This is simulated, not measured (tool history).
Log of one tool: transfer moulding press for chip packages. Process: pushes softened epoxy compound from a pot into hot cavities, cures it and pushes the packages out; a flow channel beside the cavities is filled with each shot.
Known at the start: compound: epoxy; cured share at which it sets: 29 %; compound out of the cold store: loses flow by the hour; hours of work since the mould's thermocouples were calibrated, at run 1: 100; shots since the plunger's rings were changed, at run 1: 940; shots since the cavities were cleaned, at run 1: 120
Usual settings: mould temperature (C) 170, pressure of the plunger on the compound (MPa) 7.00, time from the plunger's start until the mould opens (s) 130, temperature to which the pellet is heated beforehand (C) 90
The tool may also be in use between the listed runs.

run,hour,mould temperature (C),pressure of the plunger on the compound (MPa),time from the plunger's start until the mould opens (s),temperature to which the pellet is heated beforehand (C),hours of work since the mould's thermocouples were calibrated,shots since the plunger's rings were changed,shots since the cavities were cleaned,incoming compound's hours out of the cold store,length that the compound runs in the flow channel (mm),greatest force on the pins that push the packages out (N)
1,0.0,170,7.00,130,90,100,940,120,17.8,1010,205
# hour 43.8: cavities cleaned with cleaning compound and waxed
2,43.8,170,7.00,130,90,119,1245,0,19.8,995,177
3,85.6,169,7.00,130,90,138,1547,302,38.9,904,256
# hour 104.4: cavities cleaned with cleaning compound and waxed
4,127.5,170,7.00,130,90,157,1840,168,13.2,1018,229
5,147.8,170,7.00,130,90,166,1986,314,32.0,923,257
# hour 162.7: cavities cleaned with cleaning compound and waxed
6,181.7,170,7.00,130,90,181,2220,137,20.9,978,213
7,207.5,170,7.00,130,90,193,2407,324,29.5,930,270
# hour 221.1: cavities cleaned with cleaning compound and waxed
8,244.2,170,7.00,130,90,209,2661,167,34.2,907,224
9,265.3,172,7.00,111,90,219,2814,320,43.0,858,282
# hour 280.0: cavities cleaned with cleaning compound and waxed
10,285.6,170,6.29,131,80,227,2950,41,15.7,941,186
11,310.3,170,6.29,131,80,239,3128,219,13.5,949,246
# hour 338.7: cavities cleaned with cleaning compound and waxed
12,355.5,170,6.29,131,80,259,3444,121,17.3,932,214
13,381.8,175,6.29,131,80,271,3634,311,46.5,786,239
# hour 398.7: cavities cleaned with cleaning compound and waxed
14,414.4,170,5.63,150,90,285,3859,114,15.8,887,193
15,446.8,170,7.00,119,83,300,4093,348,40.0,870,286
# hour 459.4: cavities cleaned with cleaning compound and waxed
16,483.1,163,8.78,129,97,316,4344,171,35.7,1015,311

The same runs without the tool's hidden state, with the same run-to-run variation:
The hidden state here: true mould temperature over the reading, C; pressure that reaches the compound, % of what is set; grip of the stained cavities, % over clean ones'; drift of the gauge itself on flow_mm, %; drift of the gauge itself on push_out_n, %.
run,length that the compound runs in the flow channel (mm),greatest force on the pins that push the packages out (N)
1,1022,175
2,1012,179
3,922,180
4,1042,177
5,946,175
6,1004,176
7,957,187
8,936,179
9,887,199
10,975,177
11,985,186
12,971,182
13,820,163
14,928,161
15,913,195
16,1069,256
